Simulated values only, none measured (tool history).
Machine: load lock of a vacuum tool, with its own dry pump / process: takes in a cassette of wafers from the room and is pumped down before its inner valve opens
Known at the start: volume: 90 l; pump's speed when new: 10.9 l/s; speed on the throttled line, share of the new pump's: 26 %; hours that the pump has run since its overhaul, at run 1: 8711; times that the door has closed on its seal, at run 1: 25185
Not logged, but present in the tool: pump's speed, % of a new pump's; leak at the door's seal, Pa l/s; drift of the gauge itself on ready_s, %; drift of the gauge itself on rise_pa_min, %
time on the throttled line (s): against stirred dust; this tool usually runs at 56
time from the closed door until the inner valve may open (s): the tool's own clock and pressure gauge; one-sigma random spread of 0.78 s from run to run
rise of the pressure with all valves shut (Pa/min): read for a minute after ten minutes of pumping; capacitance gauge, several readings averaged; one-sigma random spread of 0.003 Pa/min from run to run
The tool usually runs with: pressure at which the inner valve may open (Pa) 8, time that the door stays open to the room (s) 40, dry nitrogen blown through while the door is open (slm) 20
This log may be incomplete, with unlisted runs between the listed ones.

run,hour,time on the throttled line (s),pressure at which the inner valve may open (Pa),time that the door stays open to the room (s),dry nitrogen blown through while the door is open (slm),hours that the pump has run since its overhaul,times that the door has closed on its seal,"incoming humidity of the room's air, %",time from the closed door until the inner valve may open (s),rise of the pressure with all valves shut (Pa/min)
1,0.0,56,8,40,20,8711,25185,45.0,121.8,0.203
2,111.5,56,8,40,20,8823,25706,41.1,122.1,0.201
3,282.7,56,14,40,20,8994,26507,45.1,118.5,0.211
4,507.2,56,14,40,20,9218,27556,45.8,115.9,0.229
5,643.3,56,14,41,20,9354,28193,48.2,117.0,0.238
6,848.9,109,8,40,20,9560,29154,44.2,162.5,0.239
7,966.4,109,15,40,20,9678,29703,45.4,155.9,0.247
8,1152.3,109,15,40,16,9863,30573,46.7,156.2,0.275
9,1269.6,109,15,40,16,9981,31121,45.7,154.9,0.273
10,1435.3,109,15,40,16,10146,31895,44.7,155.5,0.283
11,1620.9,109,15,40,16,10332,32763,44.8,155.1,0.287
12,1727.5,109,15,40,16,10439,33262,44.6,155.3,0.304
13,1904.7,109,15,40,16,10616,34090,46.3,155.5,0.306
14,2136.3,109,15,40,15,10847,35173,44.0,156.2,0.325
15,2291.7,109,15,40,15,11003,35899,44.9,156.3,0.330
16,2535.8,41,9,145,9,11247,37041,42.5,110.8,0.373
# hour 2577.0: door's seal changed, seat wiped
17,2785.6,48,8,112,20,11495,975,47.2,119.7,0.054
18,2945.9,48,14,36,20,11656,1725,47.4,113.6,0.045
19,3047.6,48,14,36,20,11757,2200,43.6,112.4,0.045
20,3272.0,56,8,60,20,11982,3249,45.4,124.5,0.056
21,3433.9,109,15,72,11,12144,4006,45.6,155.5,0.070
22,3664.3,60,15,81,11,12374,5083,44.1,122.0,0.073
23,3821.8,60,15,81,11,12531,5820,46.4,120.5,0.073
24,3952.1,76,11,62,12,12662,6429,43.5,135.7,0.072
25,4199.0,76,12,62,10,12909,7583,43.9,136.0,0.083

What would each run have given without the hidden state, its run-to-run variation left as it was?
run,time from the closed door until the inner valve may open (s),rise of the pressure with all valves shut (Pa/min)
1,119.3,0.043
2,119.4,0.035
3,116.1,0.034
4,113.5,0.039
5,114.6,0.043
6,160.3,0.036
7,153.9,0.036
8,154.1,0.048
9,152.9,0.044
10,153.4,0.041
11,152.9,0.037
12,153.0,0.048
13,153.2,0.039
14,153.9,0.048
15,153.9,0.038
16,106.9,0.070
17,115.8,0.050
18,110.0,0.040
19,108.7,0.038
20,120.5,0.045
21,152.7,0.057
22,118.2,0.056
23,116.8,0.053
24,132.0,0.049
25,132.1,0.055
